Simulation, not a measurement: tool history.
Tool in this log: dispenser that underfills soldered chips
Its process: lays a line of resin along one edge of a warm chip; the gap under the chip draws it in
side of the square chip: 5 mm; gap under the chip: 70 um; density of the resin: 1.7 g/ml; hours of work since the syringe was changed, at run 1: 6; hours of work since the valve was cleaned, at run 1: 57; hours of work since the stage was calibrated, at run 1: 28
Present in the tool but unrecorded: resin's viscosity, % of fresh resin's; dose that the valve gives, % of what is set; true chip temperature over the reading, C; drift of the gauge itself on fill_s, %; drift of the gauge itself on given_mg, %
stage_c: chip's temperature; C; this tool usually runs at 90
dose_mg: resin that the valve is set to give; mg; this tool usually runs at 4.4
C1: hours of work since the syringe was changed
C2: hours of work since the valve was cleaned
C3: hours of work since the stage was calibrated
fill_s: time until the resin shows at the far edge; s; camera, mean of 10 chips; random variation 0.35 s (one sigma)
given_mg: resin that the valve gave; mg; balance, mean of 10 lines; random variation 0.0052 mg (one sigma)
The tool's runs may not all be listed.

Run 1, day 0: usual settings; C1 6; C2 57; C3 28. Result: fill_s 24.6 s, given_mg 4.323 mg.
Run 2, day 0.246: usual settings but stage_c 97 C; C1 11; C2 62; C3 33. Result: fill_s 22 s, given_mg 4.316 mg.
At day 0.283: new syringe of resin.
At day 0.379: dispensing valve cleaned and set on the balance.
Run 3, day 0.45: usual settings; C1 2; C2 1; C3 36. Result: fill_s 20.4 s, given_mg 4.399 mg.
Run 4, day 0.629: usual settings; C1 6; C2 5; C3 39. Result: fill_s 23.9 s, given_mg 4.397 mg.
Run 5, day 0.892: usual settings but dose_mg 3.84 mg; C1 10; C2 10; C3 44. Result: fill_s 29.9 s, given_mg 3.831 mg.
At day 0.954: new syringe of resin.
Run 6, day 1.1: usual settings but dose_mg 3.84 mg; C1 3; C2 13; C3 48. Result: fill_s 22 s, given_mg 3.819 mg.
Run 7, day 1.417: usual settings but dose_mg 3.84 mg; C1 9; C2 19; C3 53. Result: fill_s 27.4 s, given_mg 3.823 mg.
At day 1.596: new syringe of resin.
Run 8, day 1.654: usual settings but dose_mg 3.84 mg; C1 1; C2 23; C3 58. Result: fill_s 19.4 s, given_mg 3.812 mg.
Run 9, day 1.929: usual settings but dose_mg 3.72 mg; C1 6; C2 28; C3 63. Result: fill_s 25.8 s, given_mg 3.676 mg.
Run 10, day 2.154: usual settings but stage_c 96 C, dose_mg 4.31 mg; C1 10; C2 33; C3 67. Result: fill_s 23 s, given_mg 4.271 mg.
At day 2.229: new syringe of resin.
Run 11, day 2.4: usual settings but stage_c 96 C, dose_mg 4.01 mg; C1 3; C2 37; C3 71. Result: fill_s 16.7 s, given_mg 3.977 mg.
Run 12, day 2.688: usual settings but stage_c 98 C, dose_mg 4.94 mg; C1 9; C2 42; C3 77. Result: fill_s 18.3 s, given_mg 4.877 mg.
At day 2.854: new syringe of resin.
Run 13, day 2.888: usual settings; C1 1; C2 46; C3 80. Result: fill_s 19.1 s, given_mg 4.342 mg.

Consider 3 possible next runs. They are alternatives, not a sequence: every one starts from the tool as it was left by run 13. What does each give?
Run A, day 3.117: usual settings but stage_c 77 C; C1 5; C2 50; C3 84. Result: fill_s ?, given_mg ?.
Run B, day 3.117: usual settings but dose_mg 4.14 mg; C1 5; C2 50; C3 84. Result: fill_s ?, given_mg ?.
Run C, day 3.117: usual settings but stage_c 85 C, dose_mg 4.12 mg; C1 5; C2 50; C3 84. Result: fill_s ?, given_mg ?.

run  fill_s  given_mg
  A    40.9     4.326
  B    22.3     4.075
  C    28.9     4.063
Without the tool's hidden state the same runs would have given:
run  fill_s  given_mg
  A    33.9     4.395
  B    18.4     4.139
  C    23.9     4.128
